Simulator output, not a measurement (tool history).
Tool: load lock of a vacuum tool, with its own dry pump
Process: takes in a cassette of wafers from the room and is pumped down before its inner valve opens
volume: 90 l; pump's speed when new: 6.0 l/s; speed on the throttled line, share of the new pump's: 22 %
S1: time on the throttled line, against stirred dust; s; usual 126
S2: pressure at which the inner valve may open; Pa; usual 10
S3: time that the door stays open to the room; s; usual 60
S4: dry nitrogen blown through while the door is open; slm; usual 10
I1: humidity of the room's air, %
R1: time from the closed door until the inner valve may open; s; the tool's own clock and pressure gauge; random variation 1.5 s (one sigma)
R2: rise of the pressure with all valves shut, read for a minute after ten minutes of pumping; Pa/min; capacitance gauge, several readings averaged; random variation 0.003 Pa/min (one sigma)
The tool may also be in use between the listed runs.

| run | hour | S1 | S2 | S3 | S4 | I1 | R1 | R2 |
|---|---|---|---|---|---|---|---|---|
| 1 | 0.0 | 126 | 10 | 60 | 10 | 45.4 | 237.7 | 0.035 |
| 2 | 202.9 | 126 | 10 | 60 | 10 | 43.5 | 237.7 | 0.038 |
| 3 | 347.4 | 126 | 10 | 60 | 10 | 45.6 | 241.8 | 0.042 |
| 4 | 493.0 | 126 | 10 | 60 | 6 | 44.4 | 241.9 | 0.041 |
| 5 | 656.8 | 126 | 10 | 60 | 10 | 46.0 | 236.3 | 0.035 |
| 6 | 842.5 | 126 | 10 | 60 | 10 | 45.1 | 239.0 | 0.037 |
| 7 | 1078.0 | 126 | 10 | 60 | 10 | 43.0 | 237.8 | 0.034 |
| 8 | 1241.9 | 126 | 10 | 60 | 10 | 45.9 | 240.2 | 0.035 |
| 9 | 1383.8 | 126 | 10 | 60 | 10 | 49.0 | 239.6 | 0.043 |
| 10 | 1611.1 | 126 | 10 | 60 | 40 | 45.9 | 239.5 | 0.025 |
| 11 | 1867.7 | 126 | 10 | 60 | 40 | 46.1 | 238.4 | 0.021 |
| 12 | 1973.3 | 126 | 10 | 60 | 11 | 43.9 | 238.9 | 0.041 |
| 13 | 2102.5 | 126 | 10 | 60 | 11 | 45.5 | 238.4 | 0.042 |
| 14 | 2295.8 | 126 | 10 | 26 | 10 | 48.8 | 239.7 | 0.027 |
| 15 | 2479.5 | 102 | 11 | 200 | 10 | 43.8 | 218.4 | 0.066 |
| 16 | 2603.0 | 102 | 11 | 200 | 10 | 46.4 | 217.2 | 0.066 |

The next listed run, before its measurement:
| 17 | 2712.5 | 163 | 10 | 60 | 17 | 43.4 | ? | ? |

{"run 17": {"R1": 268.1, "R2": 0.03}}
Without the tool's hidden state the same run would have given R1 268.1 s, R2 0.029 Pa/min.
